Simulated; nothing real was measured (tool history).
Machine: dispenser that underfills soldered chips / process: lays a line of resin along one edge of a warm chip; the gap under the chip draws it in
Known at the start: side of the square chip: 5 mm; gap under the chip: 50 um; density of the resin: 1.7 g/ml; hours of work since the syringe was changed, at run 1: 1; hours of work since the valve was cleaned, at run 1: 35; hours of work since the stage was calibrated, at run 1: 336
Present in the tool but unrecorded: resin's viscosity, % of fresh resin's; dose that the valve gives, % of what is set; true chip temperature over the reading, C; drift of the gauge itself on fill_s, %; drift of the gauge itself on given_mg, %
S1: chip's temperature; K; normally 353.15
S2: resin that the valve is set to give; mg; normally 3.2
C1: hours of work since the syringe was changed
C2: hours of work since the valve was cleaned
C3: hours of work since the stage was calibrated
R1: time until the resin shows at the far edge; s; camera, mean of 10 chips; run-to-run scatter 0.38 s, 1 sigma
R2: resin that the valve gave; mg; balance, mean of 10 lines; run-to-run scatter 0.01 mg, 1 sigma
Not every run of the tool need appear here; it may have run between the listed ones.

run  hour      S1    S2  C1  C2   C3    R1    R2
  1     0  353.15   3.2   1  35  336  25.2  3.14
  2   6.9  353.15   3.2   6  40  341  30.1  3.12
       16  -- new syringe of resin
  3  22.5  353.15   3.2   5  52  352  28.9  3.12
  4  30.9  364.15   3.2  11  58  359  24.9   3.1
     32.2  -- new syringe of resin
     48.1  -- new syringe of resin
  5  48.5  364.15   3.2   0  70  371  17.3  3.09
  6  63.4  351.15  2.78  11  81  382  42.1  2.68
     65.1  -- new syringe of resin
     71.5  -- dispensing valve cleaned and set on the balance
  7  80.9  351.15  3.56  11   7  394  38.6  3.56

Run 8 has not been measured yet. What should we expect?
     82.3  -- new syringe of resin
  8  94.1  353.15  2.98   9  16  404   ?   ?

Run 8 produced R1 34 s, R2 2.96 mg.
Take away the tool's hidden state, keep the run-to-run variation as it was, and the same run would have given R1 23.9 s, R2 2.98 mg.
